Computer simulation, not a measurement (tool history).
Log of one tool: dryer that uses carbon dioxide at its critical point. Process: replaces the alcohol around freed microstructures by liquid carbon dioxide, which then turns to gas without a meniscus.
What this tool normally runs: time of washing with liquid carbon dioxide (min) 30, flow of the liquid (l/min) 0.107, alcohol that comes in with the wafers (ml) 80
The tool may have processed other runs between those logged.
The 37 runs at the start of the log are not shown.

run,day,time of washing with liquid carbon dioxide (min),flow of the liquid (l/min),alcohol that comes in with the wafers (ml),hours of work since the filter was changed,hours of work since the purifier's bed was changed,alcohol left in the vessel before it's heated (ppm by volume)
38,49.592,28,0.092,80,255,860,1765
39,50.567,35,0.121,30,266,872,189
40,51.408,25,0.107,58,276,881,1129
41,52.950,25,0.107,58,294,899,1114
42,54.100,22,0.107,80,307,913,2567
43,55.617,22,0.124,39,325,930,744
44,57.250,22,0.113,83,344,950,2040
45,58.662,38,0.121,38,361,966,200
46,59.396,21,0.121,38,369,975,966

Consider 3 possible next runs. They are alternatives, not a sequence: every one starts from the tool as it was left by run 46. What does each give?
A,60.638,18,0.086,102,384,989,?
B,60.638,30,0.126,80,384,989,?
C,60.638,24,0.107,68,384,989,?

run,alcohol left in the vessel before it's heated (ppm by volume)
A,13393
B,370
C,1592
With no hidden state in the tool, these same runs would have given:
run,alcohol left in the vessel before it's heated (ppm by volume)
A,11660
B,142
C,1145

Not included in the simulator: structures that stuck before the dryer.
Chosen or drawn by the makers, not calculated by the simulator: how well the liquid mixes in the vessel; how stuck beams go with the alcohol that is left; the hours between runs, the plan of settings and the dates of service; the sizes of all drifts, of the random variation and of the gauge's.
